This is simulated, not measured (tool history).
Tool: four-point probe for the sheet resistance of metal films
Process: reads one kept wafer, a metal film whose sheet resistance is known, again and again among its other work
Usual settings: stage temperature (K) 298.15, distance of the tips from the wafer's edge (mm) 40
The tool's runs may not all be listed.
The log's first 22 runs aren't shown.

run     day  stage temperature (K)  distance of the tips from the wafer's edge (mm)  touches since the probe head was changed  hours of work since the stage's thermometer was calibrated  sheet resistance as the instrument gives it (ohm/square)
 23  37.792                 298.15                                               40                                     73686                                                        1446                                                  7.583284
 24  39.575                 298.15                                               15                                     74779                                                        1464                                                  7.610485
 25  41.800                 295.15                                               74                                     76141                                                        1485                                                  7.581322
 26  44.154                 292.15                                                4                                     77583                                                        1508                                                  7.967242
 27  45.725                 304.15                                               40                                     78546                                                        1524                                                  7.593792
 28  48.233                 307.15                                               40                                     80082                                                        1548                                                  7.596750
 29  50.996                 307.15                                               40                                     81776                                                        1575                                                  7.596808
 30  52.662                 297.15                                               12                                     82797                                                        1591                                                  7.631181
 31  53.950                 297.15                                               12                                     83587                                                        1604                                                  7.633854
 32  56.738                 304.15                                                4                                     85293                                                        1631                                                  7.980230
 33  58.321                 298.15                                                6                                     86264                                                        1646                                                  7.767863
 34  59.621                 298.15                                                6                                     87060                                                        1659                                                  7.768398
 35  61.742                 303.15                                               40                                     88359                                                        1679                                                  7.597820
 36  63.325                 303.15                                               40                                     89330                                                        1695                                                  7.600228
 37  65.829                 296.15                                               23                                     90864                                                        1719                                                  7.604850
 38  68.379                 298.15                                               13                                     92426                                                        1744                                                  7.633280
 39  70.900                 293.15                                               48                                     93971                                                        1768                                                  7.590567
 40  72.879                 300.15                                                5                                     95183                                                        1788                                                  7.850762
 41  74.221                 292.15                                               40                                     96004                                                        1801                                                  7.593947
 42  76.479                 298.15                                               27                                     97387                                                        1823                                                  7.604454
 43  77.862                 298.15                                               27                                     98236                                                        1836                                                  7.605834
 44  79.596                 298.15                                                5                                     99298                                                        1853                                                  7.851842

4 ways to go on from here, each from the tool as it stands after run 44. What would each give?
  A  81.608                 294.15                                               15                                    100530                                                        1872                                                         ?
  B  81.608                 298.15                                                6                                    100530                                                        1872                                                         ?
  C  81.608                 301.15                                               58                                    100530                                                        1872                                                         ?
  D  81.608                 295.15                                                5                                    100530                                                        1872                                                         ?

run  sheet resistance as the instrument gives it (ohm/square)
  A                                                  7.624850
  B                                                  7.777394
  C                                                  7.601781
  D                                                  7.852049
Without the tool's hidden state the same runs would have given:
run  sheet resistance as the instrument gives it (ohm/square)
  A                                                  7.542221
  B                                                  7.693374
  C                                                  7.519630
  D                                                  7.767175
